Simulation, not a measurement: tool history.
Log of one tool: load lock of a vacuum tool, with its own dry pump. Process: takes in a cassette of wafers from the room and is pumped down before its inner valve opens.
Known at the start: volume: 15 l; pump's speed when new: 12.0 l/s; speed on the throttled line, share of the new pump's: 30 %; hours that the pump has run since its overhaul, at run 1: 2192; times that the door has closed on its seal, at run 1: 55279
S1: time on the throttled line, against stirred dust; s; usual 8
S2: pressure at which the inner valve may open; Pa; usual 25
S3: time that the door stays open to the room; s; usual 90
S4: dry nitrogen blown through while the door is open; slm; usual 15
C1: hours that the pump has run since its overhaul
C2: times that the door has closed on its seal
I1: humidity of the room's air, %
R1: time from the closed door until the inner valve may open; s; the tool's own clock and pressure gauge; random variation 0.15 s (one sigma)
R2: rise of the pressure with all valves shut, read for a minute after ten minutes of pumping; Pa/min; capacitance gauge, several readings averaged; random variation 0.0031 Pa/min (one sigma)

run 1 day=0.000 | S1=8 S2=25 S3=90 S4=15 | C1=2192 C2=55279 | I1=45.7 | R1=16.0 R2=0.246
-- day=13.154 door's seal changed, seat wiped
run 2 day=17.029 | S1=8 S2=25 S3=90 S4=15 | C1=2599 C2=255 | I1=43.1 | R1=16.4 R2=0.075
run 3 day=29.617 | S1=8 S2=25 S3=90 S4=15 | C1=2901 C2=1087 | I1=49.9 | R1=16.3 R2=0.091
run 4 day=47.567 | S1=8 S2=25 S3=90 S4=15 | C1=3332 C2=2273 | I1=42.6 | R1=16.1 R2=0.075
run 5 day=67.904 | S1=8 S2=25 S3=90 S4=15 | C1=3820 C2=3617 | I1=46.0 | R1=16.5 R2=0.082
run 6 day=83.112 | S1=4 S2=27 S3=104 S4=9 | C1=4185 C2=4622 | I1=47.0 | R1=14.2 R2=0.102
run 7 day=101.438 | S1=8 S2=25 S3=90 S4=18 | C1=4625 C2=5833 | I1=46.1 | R1=16.8 R2=0.084
run 8 day=120.542 | S1=8 S2=25 S3=90 S4=18 | C1=5083 C2=7095 | I1=42.4 | R1=16.6 R2=0.079
run 9 day=139.279 | S1=9 S2=23 S3=90 S4=5 | C1=5533 C2=8333 | I1=43.1 | R1=17.6 R2=0.105

Run 10 comes next. What will it give?
run 10 day=152.225 | S1=8 S2=44 S3=239 S4=15 | C1=5844 C2=9189 | I1=44.5 | R1=? R2=?

R1: 16.1 s
R2: 0.137 Pa/min
Without the tool's hidden state the same run would have given R1 15.3 s, R2 0.127 Pa/min.

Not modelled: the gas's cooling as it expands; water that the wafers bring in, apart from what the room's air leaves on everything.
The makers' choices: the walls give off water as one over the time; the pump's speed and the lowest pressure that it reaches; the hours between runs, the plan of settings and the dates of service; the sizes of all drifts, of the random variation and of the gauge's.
